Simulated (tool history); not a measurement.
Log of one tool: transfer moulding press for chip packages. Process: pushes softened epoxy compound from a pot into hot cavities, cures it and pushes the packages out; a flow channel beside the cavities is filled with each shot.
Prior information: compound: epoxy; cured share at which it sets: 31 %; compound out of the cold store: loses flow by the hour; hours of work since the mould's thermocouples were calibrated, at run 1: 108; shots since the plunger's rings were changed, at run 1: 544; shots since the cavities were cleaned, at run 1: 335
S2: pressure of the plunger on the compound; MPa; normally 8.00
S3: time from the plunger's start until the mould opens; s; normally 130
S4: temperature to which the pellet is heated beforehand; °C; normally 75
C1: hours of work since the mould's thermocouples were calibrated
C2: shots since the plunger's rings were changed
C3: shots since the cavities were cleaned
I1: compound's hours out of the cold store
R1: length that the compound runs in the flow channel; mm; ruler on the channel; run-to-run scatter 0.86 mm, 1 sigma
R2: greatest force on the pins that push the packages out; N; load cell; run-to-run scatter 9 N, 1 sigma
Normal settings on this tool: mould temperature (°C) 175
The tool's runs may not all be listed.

Run 1, hour 0.0: usual settings; C1 108; C2 544; C3 335; I1 26.7. Result: R1 518.9 mm, R2 526 N.
At hour 18.2: cavities cleaned with cleaning compound and waxed.
Run 2, hour 63.9: usual settings; C1 141; C2 1014; C3 344; I1 8.8. Result: R1 578.6 mm, R2 589 N.
At hour 78.2: cavities cleaned with cleaning compound and waxed.
At hour 135.0: cavities cleaned with cleaning compound and waxed.
Run 3, hour 159.3: usual settings but S2 8.52 MPa; C1 188; C2 1712; C3 184; I1 16.1. Result: R1 565.0 mm, R2 527 N.
At hour 192.9: cavities cleaned with cleaning compound and waxed.
At hour 255.2: cavities cleaned with cleaning compound and waxed.
Run 4, hour 255.9: usual settings but S2 8.52 MPa; C1 237; C2 2418; C3 5; I1 37.3. Result: R1 492.6 mm, R2 420 N.
At hour 313.8: cavities cleaned with cleaning compound and waxed.
Run 5, hour 328.8: usual settings but S2 7.24 MPa; C1 273; C2 2957; C3 113; I1 20.8. Result: R1 501.3 mm, R2 483 N.
At hour 372.1: cavities cleaned with cleaning compound and waxed.
At hour 403.5: plunger's sealing rings changed.
Run 6, hour 411.6: usual settings but S2 7.24 MPa; C1 314; C2 62; C3 280; I1 28.2. Result: R1 491.9 mm, R2 525 N.
At hour 435.6: cavities cleaned with cleaning compound and waxed.
At hour 499.3: cavities cleaned with cleaning compound and waxed.
Run 7, hour 513.1: usual settings; C1 365; C2 805; C3 104; I1 25.4. Result: R1 521.8 mm, R2 496 N.
At hour 562.3: cavities cleaned with cleaning compound and waxed.
At hour 577.2: mould's thermocouples calibrated.
Run 8, hour 585.6: usual settings; C1 4; C2 1325; C3 161; I1 36.6. Result: R1 483.0 mm, R2 461 N.
At hour 626.5: cavities cleaned with cleaning compound and waxed.
Run 9, hour 637.0: usual settings; C1 30; C2 1702; C3 80; I1 26.7. Result: R1 513.3 mm, R2 465 N.
At hour 688.7: cavities cleaned with cleaning compound and waxed.
Run 10, hour 690.0: usual settings; C1 57; C2 2091; C3 10; I1 16.4. Result: R1 544.8 mm, R2 457 N.
At hour 747.2: cavities cleaned with cleaning compound and waxed.
Run 11, hour 753.7: usual settings but mould temperature (°C) 178; C1 89; C2 2560; C3 49; I1 35.5. Result: R1 477.0 mm, R2 398 N.
At hour 809.1: cavities cleaned with cleaning compound and waxed.
Run 12, hour 818.3: usual settings; C1 121; C2 3036; C3 69; I1 36.3. Result: R1 476.9 mm, R2 445 N.
Run 13, hour 863.1: usual settings; C1 144; C2 3374; C3 407; I1 22.0. Result: R1 521.9 mm, R2 581 N.
At hour 871.1: cavities cleaned with cleaning compound and waxed.
At hour 886.0: plunger's sealing rings changed.
Run 14, hour 912.7: usual settings; C1 168; C2 202; C3 295; I1 26.4. Result: R1 521.3 mm, R2 536 N.
At hour 931.1: cavities cleaned with cleaning compound and waxed.
Run 15, hour 961.9: usual settings; C1 193; C2 562; C3 232; I1 46.5. Result: R1 457.3 mm, R2 498 N.
At hour 989.5: cavities cleaned with cleaning compound and waxed.
Run 16, hour 1044.6: usual settings; C1 234; C2 1175; C3 416; I1 20.1. Result: R1 536.6 mm, R2 585 N.
At hour 1053.2: cavities cleaned with cleaning compound and waxed.
At hour 1112.3: cavities cleaned with cleaning compound and waxed.
Run 17, hour 1148.0: usual settings but mould temperature (°C) 169, S4 68 °C; C1 286; C2 1932; C3 269; I1 36.4. Result: R1 493.7 mm, R2 804 N.
At hour 1171.1: cavities cleaned with cleaning compound and waxed.
Run 18, hour 1199.9: usual settings but mould temperature (°C) 169, S4 68 °C; C1 312; C2 2313; C3 217; I1 25.0. Result: R1 527.9 mm, R2 843 N.
At hour 1233.5: cavities cleaned with cleaning compound and waxed.
Run 19, hour 1272.2: usual settings but mould temperature (°C) 169, S4 68 °C; C1 349; C2 2847; C3 292; I1 20.0. Result: R1 543.1 mm, R2 893 N.
At hour 1296.8: cavities cleaned with cleaning compound and waxed.
At hour 1355.5: cavities cleaned with cleaning compound and waxed.
Run 20, hour 1355.5: usual settings but mould temperature (°C) 169, S2 9.41 MPa, S4 85 °C; C1 390; C2 3453; C3 0; I1 22.9. Result: R1 574.5 mm, R2 692 N.
At hour 1365.1: mould's thermocouples calibrated.
At hour 1367.6: plunger's sealing rings changed.
At hour 1418.6: cavities cleaned with cleaning compound and waxed.
Run 21, hour 1431.9: usual settings but S2 9.77 MPa, S3 149 s, S4 83 °C; C1 32; C2 474; C3 100; I1 19.4. Result: R1 599.4 mm, R2 395 N.
At hour 1476.5: cavities cleaned with cleaning compound and waxed.
Run 22, hour 1527.5: usual settings but mould temperature (°C) 180, S3 163 s; C1 81; C2 1184; C3 385; I1 10.8. Result: R1 561.1 mm, R2 374 N.
At hour 1536.8: cavities cleaned with cleaning compound and waxed.
Run 23, hour 1576.0: usual settings but mould temperature (°C) 180, S3 163 s; C1 105; C2 1539; C3 295; I1 12.3. Result: R1 553.8 mm, R2 355 N.
At hour 1599.4: cavities cleaned with cleaning compound and waxed.
Run 24, hour 1624.3: usual settings but mould temperature (°C) 169, S2 9.44 MPa; C1 129; C2 1892; C3 187; I1 46.8. Result: R1 500.3 mm, R2 746 N.
At hour 1658.3: cavities cleaned with cleaning compound and waxed.
Run 25, hour 1668.7: usual settings but mould temperature (°C) 169, S2 9.44 MPa; C1 152; C2 2216; C3 79; I1 36.5. Result: R1 534.5 mm, R2 702 N.
At hour 1715.2: cavities cleaned with cleaning compound and waxed.
Run 26, hour 1744.1: usual settings but S3 158 s, S4 76 °C; C1 190; C2 2773; C3 217; I1 35.7. Result: R1 481.5 mm, R2 389 N.

Branching from run 26: 4 alternative next runs. What would each branch give?
At hour 1773.1: cavities cleaned with cleaning compound and waxed.
Run A, hour 1795.1: usual settings but S3 154 s, S4 82 °C; C1 215; C2 3147; C3 166; I1 18.2. Result: R1 ?, R2 ?.
At hour 1773.1: cavities cleaned with cleaning compound and waxed.
Run B, hour 1795.1: usual settings but S3 126 s; C1 215; C2 3147; C3 166; I1 27.9. Result: R1 ?, R2 ?.
At hour 1773.1: cavities cleaned with cleaning compound and waxed.
Run C, hour 1795.1: usual settings but mould temperature (°C) 174, S3 158 s, S4 76 °C; C1 215; C2 3147; C3 166; I1 23.5. Result: R1 ?, R2 ?.
At hour 1773.1: cavities cleaned with cleaning compound and waxed.
Run D, hour 1795.1: usual settings but S3 156 s, S4 69 °C; C1 215; C2 3147; C3 166; I1 22.1. Result: R1 ?, R2 ?.

run     R1   R2
  A  534.5  391
  B  502.7  539
  C  518.9  381
  D  522.9  389
Without the tool's unlogged condition, the same runs would have read:
run     R1   R2
  A  548.5  337
  B  515.9  454
  C  532.4  327
  D  536.5  335

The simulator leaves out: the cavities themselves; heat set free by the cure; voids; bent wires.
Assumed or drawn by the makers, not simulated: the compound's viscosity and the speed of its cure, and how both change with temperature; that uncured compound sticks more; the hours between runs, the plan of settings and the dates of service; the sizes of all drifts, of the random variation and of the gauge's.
